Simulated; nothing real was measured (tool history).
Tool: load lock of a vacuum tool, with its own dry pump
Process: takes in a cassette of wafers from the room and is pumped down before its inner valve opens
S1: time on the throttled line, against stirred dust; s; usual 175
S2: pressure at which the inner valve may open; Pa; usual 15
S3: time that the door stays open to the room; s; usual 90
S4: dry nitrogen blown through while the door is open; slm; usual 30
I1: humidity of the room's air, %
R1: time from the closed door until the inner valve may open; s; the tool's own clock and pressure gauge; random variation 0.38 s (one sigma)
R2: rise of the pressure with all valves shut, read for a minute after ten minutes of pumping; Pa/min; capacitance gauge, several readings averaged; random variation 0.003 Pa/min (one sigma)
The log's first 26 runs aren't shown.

{"run": 27, "day": 306.521, "S1": 175, "S2": 25, "S3": 57, "S4": 30, "I1": 43.6, "R1": 240.5, "R2": 0.404}
{"run": 28, "day": 323.221, "S1": 175, "S2": 21, "S3": 27, "S4": 38, "I1": 43.3, "R1": 242.4, "R2": 0.458}
{"run": 29, "day": 338.038, "S1": 175, "S2": 21, "S3": 27, "S4": 38, "I1": 46.4, "R1": 242.7, "R2": 0.493}
{"run": 30, "day": 351.304, "S1": 282, "S2": 23, "S3": 166, "S4": 5, "I1": 46.3, "R1": 339.2, "R2": 0.574}
{"run": 31, "day": 365.029, "S1": 185, "S2": 15, "S3": 49, "S4": 30, "I1": 42.1, "R1": 254.6, "R2": 0.589}
{"run": 32, "day": 376.471, "S1": 204, "S2": 15, "S3": 90, "S4": 14, "I1": 41.4, "R1": 272.4, "R2": 0.648}
{"day": 378.246, "done": "door's seal changed, seat wiped"}
{"run": 33, "day": 385.562, "S1": 334, "S2": 15, "S3": 90, "S4": 5, "I1": 44.3, "R1": 390.0, "R2": 0.034}
{"run": 34, "day": 398.433, "S1": 175, "S2": 15, "S3": 51, "S4": 30, "I1": 42.5, "R1": 247.4, "R2": 0.03}
{"run": 35, "day": 411.2, "S1": 291, "S2": 15, "S3": 78, "S4": 10, "I1": 44.2, "R1": 352.9, "R2": 0.051}
{"run": 36, "day": 419.708, "S1": 93, "S2": 14, "S3": 37, "S4": 6, "I1": 44.5, "R1": 172.9, "R2": 0.049}

Forecast each of these 5 alternatives for the next run:
{"run": "A", "day": 436.062, "S1": 175, "S2": 21, "S3": 39, "S4": 30, "I1": 43.9, "R1": "?", "R2": "?"}
{"run": "B", "day": 436.062, "S1": 331, "S2": 14, "S3": 37, "S4": 6, "I1": 44.5, "R1": "?", "R2": "?"}
{"run": "C", "day": 436.062, "S1": 93, "S2": 19, "S3": 46, "S4": 15, "I1": 43.4, "R1": "?", "R2": "?"}
{"run": "D", "day": 436.062, "S1": 175, "S2": 15, "S3": 90, "S4": 30, "I1": 44.8, "R1": "?", "R2": "?"}
{"run": "E", "day": 436.062, "S1": 93, "S2": 13, "S3": 186, "S4": 17, "I1": 46.4, "R1": "?", "R2": "?"}

run=A R1=243.5 R2=0.063
run=B R1=389.5 R2=0.075
run=C R1=170.2 R2=0.070
run=D R1=246.9 R2=0.072
run=E R1=174.0 R2=0.092
Without the tool's hidden state the same runs would have given:
run=A R1=240.1 R2=0.009
run=B R1=386.6 R2=0.021
run=C R1=166.4 R2=0.016
run=D R1=243.4 R2=0.019
run=E R1=170.0 R2=0.037
